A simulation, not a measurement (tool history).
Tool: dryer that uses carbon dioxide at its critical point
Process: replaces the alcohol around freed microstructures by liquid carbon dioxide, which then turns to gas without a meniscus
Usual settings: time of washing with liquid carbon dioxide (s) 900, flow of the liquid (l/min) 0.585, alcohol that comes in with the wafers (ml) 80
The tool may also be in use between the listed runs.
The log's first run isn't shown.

| run | hour | time of washing with liquid carbon dioxide (s) | flow of the liquid (l/min) | alcohol that comes in with the wafers (ml) | alcohol left in the vessel before it's heated (ppm by volume) |
|---|---|---|---|---|---|
| 2 | 21.5 | 900 | 0.585 | 80 | 228 |
| 3 | 40.9 | 720 | 0.585 | 80 | 662 |
| 4 | 81.8 | 900 | 0.585 | 80 | 235 |
| 5 | 114.8 | 660 | 0.585 | 80 | 958 |
| 6 | 155.6 | 660 | 0.585 | 80 | 992 |
|  | 176.9 | inlet filter changed |
| 7 | 184.9 | 660 | 0.585 | 80 | 637 |
| 8 | 230.1 | 660 | 0.585 | 80 | 633 |
| 9 | 260.8 | 660 | 0.585 | 80 | 650 |
| 10 | 286.0 | 660 | 0.585 | 80 | 647 |
| 11 | 327.2 | 660 | 0.585 | 80 | 635 |
| 12 | 369.0 | 660 | 0.585 | 119 | 967 |
| 13 | 406.8 | 660 | 0.585 | 119 | 925 |
| 14 | 439.3 | 660 | 0.585 | 119 | 966 |
| 15 | 469.5 | 1080 | 0.585 | 80 | 96 |
| 16 | 498.6 | 900 | 0.585 | 80 | 175 |
| 17 | 528.0 | 900 | 0.585 | 80 | 189 |
| 18 | 574.6 | 900 | 0.585 | 80 | 192 |
| 19 | 593.9 | 660 | 0.582 | 100 | 900 |
| 20 | 635.7 | 600 | 0.855 | 89 | 210 |

Run 21 comes next. What will it give?
| 21 | 681.5 | 1380 | 0.855 | 21 | ? |

alcohol left in the vessel before it's heated (ppm by volume): 77
Without the tool's hidden state the same run would have given alcohol left in the vessel before it's heated (ppm by volume) 1.

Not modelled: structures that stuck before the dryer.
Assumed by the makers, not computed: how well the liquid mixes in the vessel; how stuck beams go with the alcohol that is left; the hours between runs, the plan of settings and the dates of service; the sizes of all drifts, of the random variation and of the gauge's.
